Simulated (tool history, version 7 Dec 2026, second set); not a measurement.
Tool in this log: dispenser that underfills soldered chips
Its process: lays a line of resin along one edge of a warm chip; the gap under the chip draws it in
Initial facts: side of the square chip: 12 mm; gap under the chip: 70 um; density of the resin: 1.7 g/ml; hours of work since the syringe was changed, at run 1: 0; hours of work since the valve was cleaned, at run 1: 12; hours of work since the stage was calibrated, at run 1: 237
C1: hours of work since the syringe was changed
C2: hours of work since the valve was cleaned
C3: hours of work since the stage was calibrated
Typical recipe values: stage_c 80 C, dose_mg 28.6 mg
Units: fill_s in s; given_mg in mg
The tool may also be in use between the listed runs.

Run 1, hour 0: usual settings; C1 0; C2 12; C3 237. Result: fill_s 159.8 s, given_mg 28.13 mg.
At hour 8.4: new syringe of resin.
Run 2, hour 8.4: usual settings; C1 0; C2 18; C3 242. Result: fill_s 160.5 s, given_mg 28.28 mg.
At hour 17: new syringe of resin.
Run 3, hour 22: usual settings; C1 3; C2 26; C3 251. Result: fill_s 179.7 s, given_mg 28.28 mg.
At hour 26.1: new syringe of resin.
At hour 35.1: new syringe of resin.
Run 4, hour 35.8: usual settings but stage_c 94 C; C1 0; C2 35; C3 260. Result: fill_s 93.8 s, given_mg 27.94 mg.
At hour 43.7: new syringe of resin.
Run 5, hour 46: usual settings; C1 1; C2 41; C3 266. Result: fill_s 168.4 s, given_mg 27.96 mg.
At hour 52.4: new syringe of resin.
Run 6, hour 54.8: usual settings; C1 2; C2 47; C3 272. Result: fill_s 172.3 s, given_mg 27.88 mg.
At hour 61.7: new syringe of resin.
Run 7, hour 63: usual settings; C1 1; C2 52; C3 277. Result: fill_s 166.6 s, given_mg 27.75 mg.
At hour 70.8: new syringe of resin.
Run 8, hour 77.1: usual settings; C1 4; C2 61; C3 286. Result: fill_s 185.5 s, given_mg 27.86 mg.
At hour 79.9: new syringe of resin.
At hour 82.9: dispensing valve cleaned and set on the balance.
Run 9, hour 85.7: usual settings but stage_c 95 C; C1 3; C2 2; C3 290. Result: fill_s 101.4 s, given_mg 28.65 mg.
At hour 90.3: new syringe of resin.
Run 10, hour 92.6: usual settings; C1 2; C2 6; C3 295. Result: fill_s 170.2 s, given_mg 28.57 mg.
At hour 99.3: new syringe of resin.
Run 11, hour 105.5: usual settings but stage_c 66 C; C1 4; C2 14; C3 303. Result: fill_s 331.1 s, given_mg 28.28 mg.
At hour 107.9: new syringe of resin.
Run 12, hour 112: usual settings but stage_c 66 C; C1 3; C2 18; C3 307. Result: fill_s 326.7 s, given_mg 28.61 mg.
At hour 116.4: new syringe of resin.
Run 13, hour 121: usual settings; C1 3; C2 24; C3 313. Result: fill_s 179.8 s, given_mg 28.43 mg.
At hour 125: new syringe of resin.
Run 14, hour 132.4: usual settings but stage_c 81 C; C1 5; C2 31; C3 320. Result: fill_s 184.8 s, given_mg 28.39 mg.
At hour 133.8: new syringe of resin.
At hour 142.8: new syringe of resin.
Run 15, hour 146.4: usual settings but stage_c 81 C, dose_mg 27.4 mg; C1 2; C2 40; C3 328. Result: fill_s 169.5 s, given_mg 27.07 mg.
At hour 151.9: new syringe of resin.
Run 16, hour 154: usual settings but stage_c 81 C, dose_mg 27.4 mg; C1 1; C2 45; C3 333. Result: fill_s 163.7 s, given_mg 27.19 mg.
Run 17, hour 159.8: usual settings; C1 5; C2 48; C3 337. Result: fill_s 190.1 s, given_mg 28.03 mg.
At hour 161.1: new syringe of resin.
At hour 170.5: new syringe of resin.
Run 18, hour 173.5: usual settings but stage_c 75 C, dose_mg 36.6 mg; C1 2; C2 57; C3 345. Result: fill_s 217.5 s, given_mg 35.68 mg.
At hour 179.7: new syringe of resin.
Run 19, hour 179.8: usual settings but stage_c 91 C, dose_mg 27 mg; C1 0; C2 61; C3 349. Result: fill_s 107.2 s, given_mg 26.33 mg.
At hour 186.6: dispensing valve cleaned and set on the balance.
Run 20, hour 188.8: usual settings but stage_c 75 C, dose_mg 34.5 mg; C1 5; C2 1; C3 355. Result: fill_s 234.8 s, given_mg 34.28 mg.
At hour 190.3: new syringe of resin.
Run 21, hour 196.1: usual settings but stage_c 77 C, dose_mg 28.7 mg; C1 4; C2 6; C3 359. Result: fill_s 210.1 s, given_mg 28.83 mg.
At hour 199.8: new syringe of resin.
Run 22, hour 206.7: usual settings but stage_c 72 C, dose_mg 31.3 mg; C1 4; C2 13; C3 366. Result: fill_s 269.2 s, given_mg 31.03 mg.
At hour 208.6: new syringe of resin.
At hour 217.8: new syringe of resin.
Run 23, hour 219.2: usual settings but stage_c 89 C, dose_mg 29.7 mg; C1 1; C2 20; C3 374. Result: fill_s 118.9 s, given_mg 29.52 mg.
At hour 226.3: new syringe of resin.
Run 24, hour 230.2: usual settings but stage_c 89 C, dose_mg 25.9 mg; C1 3; C2 27; C3 380. Result: fill_s 127.8 s, given_mg 25.56 mg.
At hour 234.8: new syringe of resin.
Run 25, hour 238.6: usual settings but stage_c 83 C, dose_mg 32.7 mg; C1 2; C2 33; C3 386. Result: fill_s 156.4 s, given_mg 32.36 mg.
At hour 243.5: new syringe of resin.
Run 26, hour 251.4: usual settings but stage_c 91 C, dose_mg 30.9 mg; C1 5; C2 41; C3 394. Result: fill_s 128.7 s, given_mg 30.31 mg.
At hour 252.5: new syringe of resin.
Run 27, hour 258.8: usual settings but stage_c 91 C, dose_mg 30.9 mg; C1 4; C2 45; C3 398. Result: fill_s 118.9 s, given_mg 30.18 mg.
At hour 261.5: new syringe of resin.
Run 28, hour 266.1: usual settings but stage_c 91 C, dose_mg 24.6 mg; C1 3; C2 50; C3 403. Result: fill_s 123.5 s, given_mg 24.04 mg.
At hour 270.3: new syringe of resin.
Run 29, hour 277: usual settings but stage_c 91 C, dose_mg 24.6 mg; C1 4; C2 57; C3 410. Result: fill_s 128.8 s, given_mg 24.08 mg.
At hour 279: new syringe of resin.
At hour 287.7: new syringe of resin.
Run 30, hour 288.5: usual settings but stage_c 86 C, dose_mg 25.9 mg; C1 1; C2 64; C3 417. Result: fill_s 132 s, given_mg 24.9 mg.
At hour 290.6: dispensing valve cleaned and set on the balance.
At hour 297.6: new syringe of resin.
Run 31, hour 303.2: usual settings but stage_c 90 C, dose_mg 31.6 mg; C1 4; C2 8; C3 426. Result: fill_s 126.7 s, given_mg 31.51 mg.
At hour 306.4: new syringe of resin.
Run 32, hour 309: usual settings but stage_c 90 C, dose_mg 24.6 mg; C1 2; C2 12; C3 429. Result: fill_s 120.8 s, given_mg 24.41 mg.

Expected results for the next run?
At hour 315.1: new syringe of resin.
Run 33, hour 320.9: usual settings but stage_c 89 C, dose_mg 29.6 mg; C1 4; C2 19; C3 437. Result: fill_s ?, given_mg ?.

fill_s: 128.6 s
given_mg: 29.54 mg
With the hidden condition absent and the run-to-run variation left alone, this run would have shown fill_s 102.5 s, given_mg 29.8 mg.
